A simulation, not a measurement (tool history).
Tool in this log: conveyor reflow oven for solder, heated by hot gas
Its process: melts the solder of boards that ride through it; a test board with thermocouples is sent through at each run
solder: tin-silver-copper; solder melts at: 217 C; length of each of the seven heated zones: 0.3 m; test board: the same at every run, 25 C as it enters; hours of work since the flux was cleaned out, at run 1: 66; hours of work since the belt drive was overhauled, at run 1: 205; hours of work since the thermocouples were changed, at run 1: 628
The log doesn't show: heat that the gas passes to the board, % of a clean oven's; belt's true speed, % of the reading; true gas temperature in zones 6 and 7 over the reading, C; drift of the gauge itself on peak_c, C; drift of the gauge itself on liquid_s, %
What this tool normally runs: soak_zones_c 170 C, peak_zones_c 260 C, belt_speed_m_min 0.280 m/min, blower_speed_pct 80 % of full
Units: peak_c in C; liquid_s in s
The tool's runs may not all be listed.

| run | day | soak_zones_c | peak_zones_c | belt_speed_m_min | blower_speed_pct | hours of work since the flux was cleaned out | hours of work since the belt drive was overhauled | hours of work since the thermocouples were changed | peak_c | liquid_s |
|---|---|---|---|---|---|---|---|---|---|---|
| 1 | 0.000 | 170 | 260 | 0.280 | 80 | 66 | 205 | 628 | 251.2 | 94.5 |
| 2 | 0.988 | 170 | 260 | 0.280 | 80 | 79 | 218 | 641 | 250.9 | 95.5 |
| 3 | 2.617 | 170 | 260 | 0.280 | 80 | 100 | 239 | 663 | 250.9 | 95.0 |
| 4 | 4.242 | 160 | 260 | 0.280 | 80 | 122 | 261 | 685 | 249.4 | 86.9 |
| 5 | 5.646 | 170 | 260 | 0.280 | 62 | 140 | 279 | 703 | 246.3 | 87.5 |
| 6 | 6.596 | 170 | 260 | 0.280 | 62 | 153 | 292 | 716 | 246.1 | 87.3 |
| 7 | 8.196 | 170 | 260 | 0.280 | 62 | 174 | 313 | 737 | 246.1 | 87.8 |
| 8 | 9.492 | 170 | 260 | 0.280 | 62 | 191 | 330 | 754 | 246.7 | 87.6 |
| 9 | 10.625 | 170 | 260 | 0.280 | 62 | 206 | 345 | 769 | 246.7 | 86.5 |
| 10 | 12.058 | 177 | 260 | 0.280 | 80 | 225 | 364 | 788 | 252.5 | 99.7 |
| 11 | 13.262 | 177 | 260 | 0.280 | 80 | 241 | 380 | 804 | 251.7 | 100.0 |
| 12 | 14.796 | 170 | 260 | 0.273 | 80 | 261 | 400 | 824 | 251.1 | 99.1 |
| 13 | 15.558 | 170 | 260 | 0.280 | 80 | 271 | 410 | 834 | 250.6 | 94.8 |
| 14 | 16.646 | 170 | 260 | 0.280 | 80 | 286 | 425 | 849 | 250.5 | 94.9 |
| 15 | 17.658 | 170 | 260 | 0.280 | 80 | 299 | 438 | 862 | 250.1 | 94.8 |
| 16 | 18.704 | 170 | 260 | 0.230 | 80 | 313 | 452 | 876 | 254.8 | 124.5 |
| 17 | 20.204 | 170 | 272 | 0.234 | 75 | 333 | 472 | 896 | 265.1 | 131.6 |
| 18 | 21.362 | 183 | 266 | 0.280 | 80 | 348 | 487 | 911 | 257.3 | 110.1 |
| 19 | 22.392 | 171 | 258 | 0.238 | 69 | 362 | 501 | 925 | 250.9 | 114.1 |
|  | 24.029 | flux residue cleaned out of gas plates and filters |
| 20 | 24.196 | 162 | 258 | 0.330 | 52 | 2 | 522 | 946 | 234.0 | 48.2 |
| 21 | 25.271 | 162 | 258 | 0.330 | 52 | 16 | 536 | 960 | 233.9 | 47.7 |
| 22 | 26.650 | 158 | 257 | 0.280 | 66 | 35 | 554 | 978 | 244.4 | 77.4 |
| 23 | 27.654 | 170 | 265 | 0.280 | 74 | 48 | 568 | 991 | 254.3 | 99.9 |
| 24 | 29.508 | 168 | 264 | 0.338 | 62 | 72 | 592 | 1016 | 244.1 | 65.6 |
| 25 | 30.946 | 181 | 264 | 0.331 | 62 | 91 | 611 | 1035 | 248.2 | 79.4 |
| 26 | 31.988 | 181 | 264 | 0.331 | 62 | 105 | 625 | 1049 | 248.0 | 78.9 |
| 27 | 33.271 | 181 | 264 | 0.331 | 75 | 122 | 642 | 1066 | 251.2 | 85.6 |
| 28 | 34.108 | 174 | 253 | 0.331 | 53 | 133 | 653 | 1077 | 233.9 | 52.1 |
| 29 | 35.204 | 185 | 260 | 0.273 | 75 | 148 | 668 | 1091 | 252.9 | 110.2 |
| 30 | 36.679 | 185 | 260 | 0.273 | 78 | 167 | 687 | 1111 | 252.8 | 110.9 |
| 31 | 38.317 | 164 | 260 | 0.280 | 63 | 189 | 709 | 1132 | 247.2 | 85.0 |

Each row is a separate what-if for the run after 31, all from the same tool condition, not one after another. Results?
| A | 39.425 | 174 | 260 | 0.262 | 53 | 204 | 723 | 1147 | ? | ? |
| B | 39.425 | 170 | 258 | 0.280 | 80 | 204 | 723 | 1147 | ? | ? |
| C | 39.425 | 176 | 260 | 0.280 | 80 | 204 | 723 | 1147 | ? | ? |

| run | peak_c | liquid_s |
|---|---|---|
| A | 247.5 | 98.0 |
| B | 249.9 | 94.7 |
| C | 252.3 | 101.7 |
Take away the tool's hidden state, keep each run's random variation, and the runs would have read:
| run | peak_c | liquid_s |
|---|---|---|
| A | 245.0 | 93.1 |
| B | 247.5 | 90.8 |
| C | 249.9 | 98.0 |

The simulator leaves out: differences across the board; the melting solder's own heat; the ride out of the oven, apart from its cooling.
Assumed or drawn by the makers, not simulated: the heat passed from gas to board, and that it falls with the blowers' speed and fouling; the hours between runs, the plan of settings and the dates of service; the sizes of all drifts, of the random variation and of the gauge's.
